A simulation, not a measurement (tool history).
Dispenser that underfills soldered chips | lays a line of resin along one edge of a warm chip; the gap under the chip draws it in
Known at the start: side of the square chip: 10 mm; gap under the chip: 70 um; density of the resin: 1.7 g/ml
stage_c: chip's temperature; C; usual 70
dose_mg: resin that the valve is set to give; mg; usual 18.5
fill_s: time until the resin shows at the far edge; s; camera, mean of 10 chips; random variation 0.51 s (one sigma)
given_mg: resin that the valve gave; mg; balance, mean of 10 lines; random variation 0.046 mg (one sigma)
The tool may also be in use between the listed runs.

run	hour	stage_c	dose_mg	fill_s	given_mg
1	0	70	18.5	40.9	17.67
2	10.2	70	22.8	42.1	21.78
3	26.8	70	22.8	43.7	22.72
4	37.1	70	22.8	37.5	22.63
5	50.6	70	22.8	42	22.54
6	61.2	70	16.5	39.2	16.14
7	70.7	70	21.4	38.7	20.9
8	80.8	70	21.4	39.6	20.78
9	96.4	70	21.4	45.7	20.52
10	109.5	70	21.4	42	20.49
11	124	70	20.2	41.1	19.11
12	135.1	70	20.2	42.8	20.2
13	149.2	58	20.2	80.5	20.1
14	164.8	70	18.5	42.6	18.25
15	179.6	70	18.5	41.1	18.13
16	193.7	70	18.5	40.7	18.09
17	208.3	70	18.5	46.2	17.88
18	221.3	69	23.4	43.5	22.46
19	234.9	64	20.7	55	19.73
20	251.6	64	20.7	53.5	20.63
21	262.9	64	20.7	62.1	20.65
22	272.4	63	16.9	69	16.72
23	283.1	64	16.7	57.5	16.39
24	292.7	64	16.7	60.1	16.35
25	309.1	74	17.7	36	17.2
26	323.2	74	21.7	33.7	20.99
27	337.4	82	22.9	21.2	21.97
28	344.7	78	20.3	24.8	19.42
29	355	78	16	27.5	15.96
30	370.6	63	18.6	59.1	18.46
31	380	60	18.3	72.3	18.01
32	388.1	60	18.3	73.5	18.01
33	400.5	73	20.8	33.8	20.25

Not shown: 56 entries that the log had between the listed runs. Between which runs, and how does the tool's hidden state differ before and after?
Between runs 1 and 2: new syringe of resin (hour 3.4)
  resin's viscosity, % of fresh resin's: 111.2 -> 117.9; dose that the valve gives, % of what is set: 95.88 -> 95.38; true chip temperature over the reading, C: 2.42 -> 2.48
  measured less the result without the state, fill_s: -0.6 -> +1.6 s; given_mg: -0.77 -> -1.05 mg
Between runs 2 and 3: new syringe of resin (hour 11.6); new syringe of resin (hour 19.7); dispensing valve cleaned and set on the balance (hour 21.9)
  resin's viscosity, % of fresh resin's: 117.9 -> 119.8; dose that the valve gives, % of what is set: 95.38 -> 99.71; true chip temperature over the reading, C: 2.48 -> 2.57
  measured less the result without the state, fill_s: +1.6 -> +2 s; given_mg: -1.05 -> -0.07 mg
Between runs 3 and 4: new syringe of resin (hour 28); new syringe of resin (hour 35.4)
  resin's viscosity, % of fresh resin's: 119.8 -> 104.5; dose that the valve gives, % of what is set: 99.71 -> 99.27; true chip temperature over the reading, C: 2.57 -> 2.62
  measured less the result without the state, fill_s: +2 -> -3.7 s; given_mg: -0.07 -> -0.16 mg
Between runs 4 and 5: new syringe of resin (hour 43.9)
  resin's viscosity, % of fresh resin's: 104.5 -> 119.9; dose that the valve gives, % of what is set: 99.27 -> 98.62; true chip temperature over the reading, C: 2.62 -> 2.69
  measured less the result without the state, fill_s: -3.7 -> +1.7 s; given_mg: -0.16 -> -0.32 mg
Between runs 5 and 6: new syringe of resin (hour 52.1); new syringe of resin (hour 59.7)
  resin's viscosity, % of fresh resin's: 119.9 -> 104.7; dose that the valve gives, % of what is set: 98.62 -> 98.12; true chip temperature over the reading, C: 2.69 -> 2.74
  measured less the result without the state, fill_s: +1.7 -> -3.8 s; given_mg: -0.32 -> -0.31 mg
Between runs 6 and 7: new syringe of resin (hour 68.1)
  resin's viscosity, % of fresh resin's: 104.7 -> 108.8; dose that the valve gives, % of what is set: 98.12 -> 97.69; true chip temperature over the reading, C: 2.74 -> 2.8
  measured less the result without the state, fill_s: -3.8 -> -2.3 s; given_mg: -0.31 -> -0.49 mg
Between runs 7 and 8: new syringe of resin (hour 76.3)
  resin's viscosity, % of fresh resin's: 108.8 -> 113.3; dose that the valve gives, % of what is set: 97.69 -> 97.14; true chip temperature over the reading, C: 2.8 -> 2.86
  measured less the result without the state, fill_s: -2.3 -> -0.9 s; given_mg: -0.49 -> -0.61 mg
Between runs 8 and 9: new syringe of resin (hour 83.8); stage's temperature calibrated (hour 87.9); new syringe of resin (hour 92.1)
  resin's viscosity, % of fresh resin's: 113.3 -> 111; dose that the valve gives, % of what is set: 97.14 -> 96.43; true chip temperature over the reading, C: 2.86 -> 0.1
  measured less the result without the state, fill_s: -0.9 -> +4.4 s; given_mg: -0.61 -> -0.76 mg
Between runs 9 and 10: new syringe of resin (hour 100.1); new syringe of resin (hour 108.4)
  resin's viscosity, % of fresh resin's: 111 -> 103.8; dose that the valve gives, % of what is set: 96.43 -> 95.84; true chip temperature over the reading, C: 0.1 -> 0.17
  measured less the result without the state, fill_s: +4.4 -> +1.3 s; given_mg: -0.76 -> -0.89 mg
Between runs 10 and 11: new syringe of resin (hour 115.7); new syringe of resin (hour 123.6)
  resin's viscosity, % of fresh resin's: 103.8 -> 101.1; dose that the valve gives, % of what is set: 95.84 -> 95.08; true chip temperature over the reading, C: 0.17 -> 0.26
  measured less the result without the state, fill_s: +1.3 -> +0.1 s; given_mg: -0.89 -> -0.99 mg
Between runs 11 and 12: new syringe of resin (hour 131.6); dispensing valve cleaned and set on the balance (hour 132.6)
  resin's viscosity, % of fresh resin's: 101.1 -> 106.7; dose that the valve gives, % of what is set: 95.08 -> 100.11; true chip temperature over the reading, C: 0.26 -> 0.32
  measured less the result without the state, fill_s: +0.1 -> +2 s; given_mg: -0.99 -> +0.03 mg
Between runs 12 and 13: new syringe of resin (hour 139.8); new syringe of resin (hour 147.9)
  resin's viscosity, % of fresh resin's: 106.7 -> 103.2; dose that the valve gives, % of what is set: 100.11 -> 99.51; true chip temperature over the reading, C: 0.32 -> 0.39
  measured less the result without the state, fill_s: +2 -> +0.8 s; given_mg: +0.03 -> -0.1 mg
Between runs 13 and 14: new syringe of resin (hour 155.3); new syringe of resin (hour 163)
  resin's viscosity, % of fresh resin's: 103.2 -> 105.5; dose that the valve gives, % of what is set: 99.51 -> 98.71; true chip temperature over the reading, C: 0.39 -> 0.48
  measured less the result without the state, fill_s: +0.8 -> +1.2 s; given_mg: -0.1 -> -0.24 mg
Between runs 14 and 15: new syringe of resin (hour 170.6); new syringe of resin (hour 178.4)
  resin's viscosity, % of fresh resin's: 105.5 -> 103.9; dose that the valve gives, % of what is set: 98.71 -> 97.97; true chip temperature over the reading, C: 0.48 -> 0.56
  measured less the result without the state, fill_s: +1.2 -> +0.5 s; given_mg: -0.24 -> -0.38 mg
Between runs 15 and 16: new syringe of resin (hour 185.9); new syringe of resin (hour 193.6)
  resin's viscosity, % of fresh resin's: 103.9 -> 101.1; dose that the valve gives, % of what is set: 97.97 -> 97.39; true chip temperature over the reading, C: 0.56 -> 0.64
  measured less the result without the state, fill_s: +0.5 -> -0.8 s; given_mg: -0.38 -> -0.48 mg
Between runs 16 and 17: new syringe of resin (hour 202.1)
  resin's viscosity, % of fresh resin's: 101.1 -> 115.3; dose that the valve gives, % of what is set: 97.39 -> 96.69; true chip temperature over the reading, C: 0.64 -> 0.72
  measured less the result without the state, fill_s: -0.8 -> +4.8 s; given_mg: -0.48 -> -0.61 mg
Between runs 17 and 18: new syringe of resin (hour 210); new syringe of resin (hour 218.5)
  resin's viscosity, % of fresh resin's: 115.3 -> 106.1; dose that the valve gives, % of what is set: 96.69 -> 96.14; true chip temperature over the reading, C: 0.72 -> 0.8
  measured less the result without the state, fill_s: +4.8 -> +0.8 s; given_mg: -0.61 -> -0.9 mg
Between runs 18 and 19: new syringe of resin (hour 226.3); new syringe of resin (hour 233.8)
  resin's viscosity, % of fresh resin's: 106.1 -> 102.9; dose that the valve gives, % of what is set: 96.14 -> 95.54; true chip temperature over the reading, C: 0.8 -> 0.86
  measured less the result without the state, fill_s: +0.8 -> -0.9 s; given_mg: -0.9 -> -0.93 mg
Between runs 19 and 20: dispensing valve cleaned and set on the balance (hour 241.7); new syringe of resin (hour 242.9); new syringe of resin (hour 250.4)
  resin's viscosity, % of fresh resin's: 102.9 -> 101.2; dose that the valve gives, % of what is set: 95.54 -> 99.97; true chip temperature over the reading, C: 0.86 -> 0.95
  measured less the result without the state, fill_s: -0.9 -> -2.2 s; given_mg: -0.93 -> -0.01 mg
Between runs 20 and 21: new syringe of resin (hour 257.7)
  resin's viscosity, % of fresh resin's: 101.2 -> 115.3; dose that the valve gives, % of what is set: 99.97 -> 99.4; true chip temperature over the reading, C: 0.95 -> 1.01
  measured less the result without the state, fill_s: -2.2 -> +5.3 s; given_mg: -0.01 -> -0.12 mg
Between runs 21 and 22: new syringe of resin (hour 265.6)
  resin's viscosity, % of fresh resin's: 115.3 -> 118.4; dose that the valve gives, % of what is set: 99.4 -> 98.93; true chip temperature over the reading, C: 1.01 -> 1.06
  measured less the result without the state, fill_s: +5.3 -> +7.4 s; given_mg: -0.12 -> -0.18 mg
Between runs 22 and 23: new syringe of resin (hour 273.6); new syringe of resin (hour 281.5)
  resin's viscosity, % of fresh resin's: 118.4 -> 106.3; dose that the valve gives, % of what is set: 98.93 -> 98.44; true chip temperature over the reading, C: 1.06 -> 1.12
  measured less the result without the state, fill_s: +7.4 -> +0.2 s; given_mg: -0.18 -> -0.26 mg
Between runs 23 and 24: new syringe of resin (hour 289.7)
  resin's viscosity, % of fresh resin's: 106.3 -> 109.2; dose that the valve gives, % of what is set: 98.44 -> 97.97; true chip temperature over the reading, C: 1.12 -> 1.17
  measured less the result without the state, fill_s: +0.2 -> +1.7 s; given_mg: -0.26 -> -0.34 mg
Between runs 24 and 25: new syringe of resin (hour 297.2); new syringe of resin (hour 304.6)
  resin's viscosity, % of fresh resin's: 109.2 -> 112.8; dose that the valve gives, % of what is set: 97.97 -> 97.17; true chip temperature over the reading, C: 1.17 -> 1.26
  measured less the result without the state, fill_s: +1.7 -> +2.1 s; given_mg: -0.34 -> -0.5 mg
Between runs 25 and 26: new syringe of resin (hour 312.4); new syringe of resin (hour 320.2)
  resin's viscosity, % of fresh resin's: 112.8 -> 107.7; dose that the valve gives, % of what is set: 97.17 -> 96.53; true chip temperature over the reading, C: 1.26 -> 1.33
  measured less the result without the state, fill_s: +2.1 -> +0.3 s; given_mg: -0.5 -> -0.75 mg
Between runs 26 and 27: new syringe of resin (hour 327.9); new syringe of resin (hour 336.1)
  resin's viscosity, % of fresh resin's: 107.7 -> 101.5; dose that the valve gives, % of what is set: 96.53 -> 95.85; true chip temperature over the reading, C: 1.33 -> 1.41
  measured less the result without the state, fill_s: +0.3 -> -1.1 s; given_mg: -0.75 -> -0.95 mg
Between runs 27 and 28: new syringe of resin (hour 344)
  resin's viscosity, % of fresh resin's: 101.5 -> 100.7; dose that the valve gives, % of what is set: 95.85 -> 95.51; true chip temperature over the reading, C: 1.41 -> 1.45
  measured less the result without the state, fill_s: -1.1 -> -1.6 s; given_mg: -0.95 -> -0.91 mg
Between runs 28 and 29: dispensing valve cleaned and set on the balance (hour 350.8); new syringe of resin (hour 352.2)
  resin's viscosity, % of fresh resin's: 100.7 -> 107.4; dose that the valve gives, % of what is set: 95.51 -> 99.8; true chip temperature over the reading, C: 1.45 -> 1.5
  measured less the result without the state, fill_s: -1.6 -> +0 s; given_mg: -0.91 -> -0.03 mg
Between runs 29 and 30: new syringe of resin (hour 360.3); new syringe of resin (hour 367.6)
  resin's viscosity, % of fresh resin's: 107.4 -> 107.8; dose that the valve gives, % of what is set: 99.8 -> 99.07; true chip temperature over the reading, C: 1.5 -> 1.58
  measured less the result without the state, fill_s: +0 -> -0.6 s; given_mg: -0.03 -> -0.17 mg
Between runs 30 and 31: new syringe of resin (hour 375.8)
  resin's viscosity, % of fresh resin's: 107.8 -> 110.8; dose that the valve gives, % of what is set: 99.07 -> 98.57; true chip temperature over the reading, C: 1.58 -> 1.64
  measured less the result without the state, fill_s: -0.6 -> +1.1 s; given_mg: -0.17 -> -0.26 mg
Between runs 31 and 32: new syringe of resin (hour 383.5)
  resin's viscosity, % of fresh resin's: 110.8 -> 111.9; dose that the valve gives, % of what is set: 98.57 -> 98.21; true chip temperature over the reading, C: 1.64 -> 1.68
  measured less the result without the state, fill_s: +1.1 -> +1.6 s; given_mg: -0.26 -> -0.33 mg
Between runs 32 and 33: new syringe of resin (hour 391.7); new syringe of resin (hour 399.5)
  resin's viscosity, % of fresh resin's: 111.9 -> 103.2; dose that the valve gives, % of what is set: 98.21 -> 97.63; true chip temperature over the reading, C: 1.68 -> 1.75
  measured less the result without the state, fill_s: +1.6 -> -1.9 s; given_mg: -0.33 -> -0.49 mg
